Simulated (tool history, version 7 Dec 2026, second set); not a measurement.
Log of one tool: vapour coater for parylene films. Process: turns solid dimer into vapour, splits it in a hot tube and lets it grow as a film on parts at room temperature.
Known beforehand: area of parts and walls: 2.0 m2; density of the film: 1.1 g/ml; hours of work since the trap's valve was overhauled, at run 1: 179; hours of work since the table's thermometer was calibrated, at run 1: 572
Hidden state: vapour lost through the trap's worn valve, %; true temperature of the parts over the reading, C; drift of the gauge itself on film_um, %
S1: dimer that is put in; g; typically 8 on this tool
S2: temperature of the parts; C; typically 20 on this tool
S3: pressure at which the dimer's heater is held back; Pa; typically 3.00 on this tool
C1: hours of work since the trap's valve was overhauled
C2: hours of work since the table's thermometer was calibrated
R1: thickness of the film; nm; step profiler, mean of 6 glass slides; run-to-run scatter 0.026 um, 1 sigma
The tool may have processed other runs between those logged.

run    hour  S1  S2     S3   C1    C2    R1
  1     0.0   8  20   3.00  179   572  2060
  2    29.8   8  20   3.00  203   596  2090
  3    85.8   8  20   3.00  248   640  2040
  4   125.7   8  20   3.29  279   672  2000
  5   165.7   8  20   3.29  311   704  2010
  6   205.7   8  20   3.29  343   735  1960
  7   239.4   8  20   3.29  370   762  1940
  8   272.1   8  20   3.29  395   788  1940
  9   303.4   8  20   3.29  420   813  1980
 10   339.9   8  20   3.29  449   842  1960
 11   393.7   8  20   3.29  492   885  1930
      403.8  -- trap's valve overhauled
 12   461.1   8  20   3.29   45   935  2080
 13   502.6   8  20   3.29   78   968  2130
 14   558.3   8  20   3.29  123  1012  2060
 15   601.7   8  20   3.29  157  1047  2100
 16   645.4   8  20   3.29  192  1081  2050
 17   688.6   8  20   3.29  226  1116  2060
 18   732.6   8  20   3.29  261  1151  2020
 19   782.5   8  20   3.29  301  1190  1980
 20   832.6  10  20   3.00  340  1230  2540
 21   897.3   8  20   2.08  392  1281  2210
 22   945.3   8  20   3.00  430  1320  2000
 23   986.7   8  20   3.00  463  1352  1940
     1035.1  -- trap's valve overhauled
 24  1056.4   8  20   3.00   17  1405  2140
 25  1093.0   8  13   3.00   46  1434  2540
 26  1125.5   8  13   3.00   72  1459  2530
 27  1191.0   8  13   3.00  124  1511  2510
 28  1248.7   8  13   3.00  170  1557  2490
 29  1278.0   8  13   3.00  193  1581  2470
 30  1320.3   8  16  10.01  226  1614  1730
 31  1368.2   9  20   8.04  264  1652  1870
 32  1420.1   8  19   5.81  306  1693  1790
 33  1483.7   8  19   5.81  356  1744  1780
 34  1513.3   8  20   5.42  380  1767  1760
 35  1575.1   8  20   5.42  429  1816  1790
 36  1612.9   6  20   5.64  459  1846  1280
     1665.4  -- trap's valve overhauled
 37  1679.2   6  20   5.64   11  1896  1420
 38  1735.3  14  23  11.98   56  1940  2530
 39  1798.0  14  23   2.31  105  1990  3680
 40  1862.9   6  22   4.53  157  2042  1390
 41  1900.9   3  26   4.53  187  2072   610
     1945.7  -- table's thermometer calibrated
 42  1968.3   8  16   7.72  240    18  1810
 43  2001.1   9  15   3.00  266    44  2570
 44  2065.0  13  17   8.07  316    95  2820
 45  2102.6   7  25   7.62  346   125  1270
 46  2161.3  11  20   9.50  393   171  2130
 47  2225.7   6  20  10.31  444   222  1150

Entry by entry between the runs, the difference in hidden state between the last listed run before and the first listed run after:
In the gap between runs 11 and 12: trap's valve overhauled (hour 403.8)
  vapour lost through the trap's worn valve, %: 8.7 -> 0.9; true temperature of the parts over the reading, C: -0.29 -> -0.3
  measured less the result without the state, R1: -170 -> +0 nm
In the gap between runs 23 and 24: trap's valve overhauled (hour 1035.1)
  vapour lost through the trap's worn valve, %: 8.8 -> 0.6; true temperature of the parts over the reading, C: -0.38 -> -0.39
  measured less the result without the state, R1: -170 -> +10 nm
In the gap between runs 36 and 37: trap's valve overhauled (hour 1665.4)
  vapour lost through the trap's worn valve, %: 8.6 -> 0.2; true temperature of the parts over the reading, C: -0.48 -> -0.49
  measured less the result without the state, R1: -110 -> +10 nm
In the gap between runs 41 and 42: table's thermometer calibrated (hour 1945.7)
  vapour lost through the trap's worn valve, %: 3.5 -> 4.5; true temperature of the parts over the reading, C: -0.52 -> -0.05
  measured less the result without the state, R1: -10 -> -90 nm

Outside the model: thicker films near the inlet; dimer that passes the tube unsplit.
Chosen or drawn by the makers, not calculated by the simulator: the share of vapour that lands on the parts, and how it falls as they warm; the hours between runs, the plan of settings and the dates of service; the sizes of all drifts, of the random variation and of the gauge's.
